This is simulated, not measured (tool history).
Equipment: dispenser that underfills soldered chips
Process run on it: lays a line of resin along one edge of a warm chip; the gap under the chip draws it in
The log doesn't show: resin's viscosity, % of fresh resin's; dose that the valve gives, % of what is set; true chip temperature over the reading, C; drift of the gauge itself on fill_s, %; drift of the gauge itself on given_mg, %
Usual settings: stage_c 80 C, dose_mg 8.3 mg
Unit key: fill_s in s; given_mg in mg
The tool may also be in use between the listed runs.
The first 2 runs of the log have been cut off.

run	hour	stage_c	dose_mg	hours of work since the syringe was changed	hours of work since the valve was cleaned	hours of work since the stage was calibrated	fill_s	given_mg
3	5.3	80	8.3	5	4	33	56.4	8.27
4	8.8	80	7.82	7	6	35	67.1	7.79
5	12.2	80	7.82	10	9	37	76.8	7.73
# hour 15.2: new syringe of resin
6	15.2	67	7.82	0	11	39	83.3	7.78
7	18.3	67	7.82	2	13	42	94.1	7.72
8	21.7	80	8.3	5	15	44	55.5	8.17
9	24.7	80	8.3	7	17	46	63	8.24
10	27.1	80	8.3	8	19	48	71.6	8.11
11	29.4	80	8.3	10	21	49	77.4	8.07
# hour 32.1: new syringe of resin
12	33.9	80	8.3	1	24	52	45.5	7.98
13	36.2	80	8.3	3	25	54	50.6	8.16
14	38.4	80	8.3	4	27	56	55.6	8.09
15	41	80	8.3	6	29	57	61	8.11
16	43.6	80	8.3	8	30	59	67.5	8.05
17	47.7	80	8.3	11	33	62	81.2	7.98
# hour 48.8: new syringe of resin
18	50.4	80	8.3	1	35	64	44.3	7.93
19	54.5	83	7.56	4	38	67	46.7	7.34
20	58.7	79	8.3	7	41	70	67.3	8.04
21	62.9	79	8.3	10	44	73	81.3	7.99
22	65.1	79	10.16	12	45	74	85.7	9.75
# hour 65.7: new syringe of resin
23	69.7	79	10.16	3	48	77	52.8	9.79
24	72	79	10.16	4	50	79	59	9.62
25	73.9	79	10.64	6	51	80	63.5	10.06
26	76.7	87	7.58	8	53	82	49.9	7.2
27	80	79	7.66	10	56	85	85.4	7.14

The next listed run, before its measurement:
# hour 82.4: new syringe of resin
28	82.6	80	9.17	0	57	86	?	?

fill_s: 42.2 s
given_mg: 8.67 mg
Were there no unlogged condition in the tool, this run, its random variation unchanged, would have produced fill_s 40.7 s, given_mg 9.15 mg.
